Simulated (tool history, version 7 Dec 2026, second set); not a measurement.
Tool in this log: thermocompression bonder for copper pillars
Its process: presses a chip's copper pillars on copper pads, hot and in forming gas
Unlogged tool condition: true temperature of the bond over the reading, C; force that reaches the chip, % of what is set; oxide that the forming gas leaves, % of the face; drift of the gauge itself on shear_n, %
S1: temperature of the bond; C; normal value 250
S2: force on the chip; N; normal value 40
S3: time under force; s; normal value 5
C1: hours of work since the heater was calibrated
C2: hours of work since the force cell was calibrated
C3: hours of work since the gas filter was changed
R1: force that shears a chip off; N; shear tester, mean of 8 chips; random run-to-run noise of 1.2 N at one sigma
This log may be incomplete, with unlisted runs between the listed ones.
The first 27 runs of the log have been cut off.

run	day	S1	S2	S3	C1	C2	C3	R1
28	31.383	241	26	4	169	745	395	62.2
29	32.471	241	26	4	186	763	412	62.2
# day 32.983: forming gas filter changed
30	33.346	248	26	8	200	776	6	86.8
31	34.079	278	56	5	211	788	17	142.7
32	35.083	278	56	5	227	804	33	144.6
33	36.012	250	44	7	242	819	48	123.8
34	36.783	250	40	5	254	831	61	108.6
35	38.054	280	44	3	275	852	81	127.7
36	39.071	256	40	5	291	868	97	115.4
37	40.388	256	40	5	312	889	118	116.5
38	41.050	277	40	5	322	899	129	134.4
# day 41.712: force cell calibrated
39	42.125	233	35	5	339	7	145	80.4

Here are 4 independent what-if runs from the current tool condition. What would each one return?
A	42.800	250	40	4	349	17	156	?
B	42.800	233	28	5	349	17	156	?
C	42.800	233	35	4	349	17	156	?
D	42.800	280	35	6	349	17	156	?

run	R1
A	105.1
B	65.5
C	75.0
D	131.9
Stripped of hidden state, with their random variation kept, the same runs would have yielded:
run	R1
A	105.3
B	65.7
C	75.2
D	132.1

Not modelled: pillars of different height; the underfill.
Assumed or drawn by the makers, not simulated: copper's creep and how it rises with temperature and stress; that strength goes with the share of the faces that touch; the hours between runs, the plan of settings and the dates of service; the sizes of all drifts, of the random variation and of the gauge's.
